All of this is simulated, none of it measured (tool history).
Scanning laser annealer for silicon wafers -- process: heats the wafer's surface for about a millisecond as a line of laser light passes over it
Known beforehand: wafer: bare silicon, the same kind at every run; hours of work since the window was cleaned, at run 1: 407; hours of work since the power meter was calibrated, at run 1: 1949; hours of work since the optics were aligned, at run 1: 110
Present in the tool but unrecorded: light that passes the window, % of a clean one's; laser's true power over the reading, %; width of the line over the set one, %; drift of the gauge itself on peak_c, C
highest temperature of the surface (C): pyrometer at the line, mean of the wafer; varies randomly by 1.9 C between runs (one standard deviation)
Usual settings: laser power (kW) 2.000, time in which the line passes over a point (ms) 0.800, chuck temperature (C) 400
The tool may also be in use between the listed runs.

run	hour	laser power (kW)	time in which the line passes over a point (ms)	chuck temperature (C)	hours of work since the window was cleaned	hours of work since the power meter was calibrated	hours of work since the optics were aligned	highest temperature of the surface (C)
1	0.0	2.000	0.800	400	407	1949	110	1166
2	48.1	2.000	0.800	400	440	1982	143	1165
3	85.8	2.000	0.800	400	466	2008	169	1165
4	136.5	2.000	0.800	400	501	2043	205	1163
5	209.9	2.000	0.800	400	552	2094	255	1161
6	259.1	2.000	0.800	399	586	2128	290	1155
7	313.1	2.000	0.800	399	624	2166	327	1159
8	363.5	2.000	0.800	399	659	2201	362	1155
9	404.5	2.000	0.800	400	687	2229	390	1156
10	467.0	2.000	0.800	400	730	2272	434	1149
# hour 498.7: window over the wafer cleaned
11	531.5	2.000	0.800	400	23	2316	477	1174
12	584.6	2.000	0.800	400	60	2352	514	1177
13	647.5	2.000	0.800	386	103	2396	557	1160
14	702.1	2.000	0.800	386	141	2434	595	1161
15	759.2	2.000	0.782	386	180	2473	635	1151
16	799.4	2.000	0.800	400	208	2501	662	1169
17	830.8	2.000	0.800	400	230	2523	684	1169
18	897.4	2.000	0.800	400	276	2569	730	1166
19	963.5	2.000	0.800	400	322	2615	776	1166
20	1018.3	2.000	0.800	400	360	2653	814	1162
21	1070.3	2.000	0.828	400	396	2689	850	1177
22	1106.0	2.153	0.837	417	421	2714	875	1254
23	1169.7	2.151	0.835	413	465	2758	919	1246
24	1229.9	1.744	0.640	418	507	2800	961	1011
25	1269.8	2.073	0.773	400	534	2827	988	1169
26	1311.4	2.150	0.704	400	563	2856	1017	1163
27	1366.1	2.150	0.704	400	601	2894	1055	1156
28	1422.2	2.150	0.704	366	640	2933	1094	1123
29	1471.7	2.150	0.704	366	674	2967	1128	1119
30	1534.5	2.124	0.833	393	718	3011	1172	1201
# hour 1585.0: window over the wafer cleaned
31	1597.4	2.124	0.833	393	9	3053	1214	1226
32	1662.6	2.045	0.833	368	54	3098	1259	1169
33	1714.3	1.838	0.770	393	90	3134	1295	1087
34	1789.3	2.096	0.800	400	142	3186	1347	1198
35	1827.6	2.096	0.800	400	168	3212	1373	1199
36	1889.4	1.840	0.825	361	211	3255	1416	1076
37	1962.0	2.059	0.825	377	261	3305	1467	1168
38	2023.5	2.059	0.726	439	304	3348	1509	1182
39	2058.9	2.059	0.726	439	328	3373	1534	1179
40	2131.4	2.000	0.882	400	379	3423	1584	1197

Selected run-to-run steps in highest temperature of the surface (C), each split into two signed amounts: the part the tool would show with no hidden state at all (from settings, incoming material and random variation), and the remainder, which goes to the hidden state together with any gauge scatter not common to the measured and the hidden-state-free results:
Run 10 -> 11: window over the wafer cleaned. highest temperature of the surface (C) +25: hidden state +25, all else +0.
Run 23 -> 24: laser power (kW) 2.151 -> 1.744, time in which the line passes over a point (ms) 0.835 -> 0.640, chuck temperature (C) 413 -> 418. highest temperature of the surface (C) -235: hidden state +6, all else -241.
Run 24 -> 25: laser power (kW) 1.744 -> 2.073, time in which the line passes over a point (ms) 0.640 -> 0.773, chuck temperature (C) 418 -> 400. highest temperature of the surface (C) +158: hidden state -7, all else +165.
Run 30 -> 31: window over the wafer cleaned. highest temperature of the surface (C) +25: hidden state +23, all else +2.
Run 35 -> 36: laser power (kW) 2.096 -> 1.840, time in which the line passes over a point (ms) 0.800 -> 0.825, chuck temperature (C) 400 -> 361. highest temperature of the surface (C) -123: hidden state +1, all else -124.
